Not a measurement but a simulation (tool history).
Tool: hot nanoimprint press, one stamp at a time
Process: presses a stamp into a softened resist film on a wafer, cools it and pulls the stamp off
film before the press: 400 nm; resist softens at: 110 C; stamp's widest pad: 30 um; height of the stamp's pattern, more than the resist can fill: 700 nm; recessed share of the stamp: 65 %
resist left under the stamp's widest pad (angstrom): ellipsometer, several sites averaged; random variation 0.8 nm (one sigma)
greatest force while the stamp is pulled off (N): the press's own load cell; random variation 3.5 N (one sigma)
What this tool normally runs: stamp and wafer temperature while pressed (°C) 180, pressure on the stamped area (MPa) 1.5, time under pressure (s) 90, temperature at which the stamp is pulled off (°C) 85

| run | hour | stamp and wafer temperature while pressed (°C) | pressure on the stamped area (MPa) | time under pressure (s) | temperature at which the stamp is pulled off (°C) | resist left under the stamp's widest pad (angstrom) | greatest force while the stamp is pulled off (N) |
|---|---|---|---|---|---|---|---|
| 1 | 0 | 180 | 1.5 | 90 | 85 | 2101 | 177 |
| 2 | 19.6 | 180 | 1.5 | 90 | 85 | 2093 | 183 |
| 3 | 33.8 | 180 | 1.5 | 90 | 85 | 2109 | 179 |
| 4 | 52.2 | 180 | 1.5 | 90 | 85 | 2124 | 185 |
| 5 | 73.2 | 180 | 1.5 | 90 | 85 | 2098 | 179 |
| 6 | 84.7 | 180 | 1.5 | 90 | 85 | 2102 | 190 |
| 7 | 102.1 | 180 | 1.5 | 101 | 85 | 2030 | 189 |
| 8 | 120.9 | 180 | 1.5 | 90 | 85 | 2124 | 193 |
| 9 | 144 | 180 | 1.5 | 90 | 87 | 2122 | 193 |
| 10 | 168.2 | 180 | 1.5 | 120 | 87 | 1904 | 194 |
| 11 | 190.3 | 180 | 1.5 | 120 | 87 | 1912 | 201 |
| 12 | 208.5 | 180 | 1.5 | 75 | 85 | 2251 | 204 |
| 13 | 221.9 | 180 | 1.5 | 75 | 85 | 2256 | 208 |
| 14 | 244.2 | 180 | 1.5 | 75 | 85 | 2255 | 204 |
| 15 | 267.4 | 180 | 1.5 | 75 | 85 | 2266 | 199 |
| 16 | 282.8 | 180 | 2.33 | 90 | 85 | 1756 | 210 |
| 17 | 300.2 | 180 | 2.33 | 90 | 85 | 1759 | 212 |
| 18 | 313.8 | 180 | 2.33 | 90 | 85 | 1763 | 214 |

Run 19 comes next. What will it give?
| 19 | 330.8 | 169 | 2.19 | 95 | 82 | ? | ? |

Run 19 measured resist left under the stamp's widest pad (angstrom) 2729, greatest force while the stamp is pulled off (N) 228.
Without the tool's hidden state the same run would have given resist left under the stamp's widest pad (angstrom) 2666, greatest force while the stamp is pulled off (N) 178.

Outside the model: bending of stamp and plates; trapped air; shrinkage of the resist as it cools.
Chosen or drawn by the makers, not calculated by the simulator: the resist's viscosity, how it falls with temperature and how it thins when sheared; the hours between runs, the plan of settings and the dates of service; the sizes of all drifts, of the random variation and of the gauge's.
